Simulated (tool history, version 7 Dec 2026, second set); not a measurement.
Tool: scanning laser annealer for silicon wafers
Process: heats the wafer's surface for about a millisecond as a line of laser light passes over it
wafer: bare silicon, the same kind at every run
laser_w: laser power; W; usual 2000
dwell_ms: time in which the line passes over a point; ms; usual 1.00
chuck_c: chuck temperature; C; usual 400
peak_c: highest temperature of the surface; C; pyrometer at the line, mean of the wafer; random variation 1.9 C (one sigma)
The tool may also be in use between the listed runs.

run 1 hour=0.0 | laser_w=2000 dwell_ms=1.00 chuck_c=400 | peak_c=1109
-- hour=13.2 window over the wafer cleaned
run 2 hour=70.4 | laser_w=2000 dwell_ms=1.00 chuck_c=400 | peak_c=1105
run 3 hour=145.8 | laser_w=2000 dwell_ms=1.00 chuck_c=423 | peak_c=1131
run 4 hour=193.9 | laser_w=2030 dwell_ms=1.00 chuck_c=400 | peak_c=1122
run 5 hour=244.1 | laser_w=2030 dwell_ms=1.00 chuck_c=400 | peak_c=1125
run 6 hour=290.0 | laser_w=2000 dwell_ms=1.00 chuck_c=372 | peak_c=1081
run 7 hour=368.3 | laser_w=2078 dwell_ms=1.00 chuck_c=400 | peak_c=1141
run 8 hour=422.1 | laser_w=2078 dwell_ms=1.00 chuck_c=400 | peak_c=1148
run 9 hour=460.9 | laser_w=1854 dwell_ms=1.00 chuck_c=400 | peak_c=1045
run 10 hour=509.8 | laser_w=1897 dwell_ms=1.00 chuck_c=400 | peak_c=1065
run 11 hour=582.1 | laser_w=2000 dwell_ms=0.73 chuck_c=400 | peak_c=994
run 12 hour=632.2 | laser_w=2000 dwell_ms=0.73 chuck_c=400 | peak_c=996
run 13 hour=687.4 | laser_w=2000 dwell_ms=0.73 chuck_c=400 | peak_c=993
run 14 hour=727.9 | laser_w=2024 dwell_ms=0.74 chuck_c=432 | peak_c=1041
run 15 hour=804.1 | laser_w=1905 dwell_ms=0.94 chuck_c=376 | peak_c=1020
run 16 hour=840.5 | laser_w=1905 dwell_ms=0.94 chuck_c=366 | peak_c=1009
run 17 hour=896.4 | laser_w=1905 dwell_ms=0.94 chuck_c=366 | peak_c=1010
run 18 hour=950.1 | laser_w=2079 dwell_ms=1.24 chuck_c=376 | peak_c=1213
run 19 hour=1026.1 | laser_w=2079 dwell_ms=1.24 chuck_c=376 | peak_c=1216
run 20 hour=1102.6 | laser_w=2193 dwell_ms=1.24 chuck_c=376 | peak_c=1273
run 21 hour=1188.6 | laser_w=1899 dwell_ms=1.24 chuck_c=376 | peak_c=1124
-- hour=1195.3 window over the wafer cleaned
run 22 hour=1270.5 | laser_w=1899 dwell_ms=1.24 chuck_c=376 | peak_c=1127
run 23 hour=1312.3 | laser_w=1821 dwell_ms=0.98 chuck_c=386 | peak_c=1005

Forecast each of these 4 alternatives for the next run:
run A hour=1359.6 | laser_w=1820 dwell_ms=1.06 chuck_c=383 | peak_c=?
run B hour=1359.6 | laser_w=1766 dwell_ms=1.19 chuck_c=400 | peak_c=?
run C hour=1359.6 | laser_w=2000 dwell_ms=1.00 chuck_c=409 | peak_c=?
run D hour=1359.6 | laser_w=1852 dwell_ms=0.93 chuck_c=386 | peak_c=?

run=A peak_c=1034
run=B peak_c=1067
run=C peak_c=1120
run=D peak_c=1004
Without the tool's hidden state the same runs would have given:
run=A peak_c=1035
run=B peak_c=1068
run=C peak_c=1121
run=D peak_c=1004
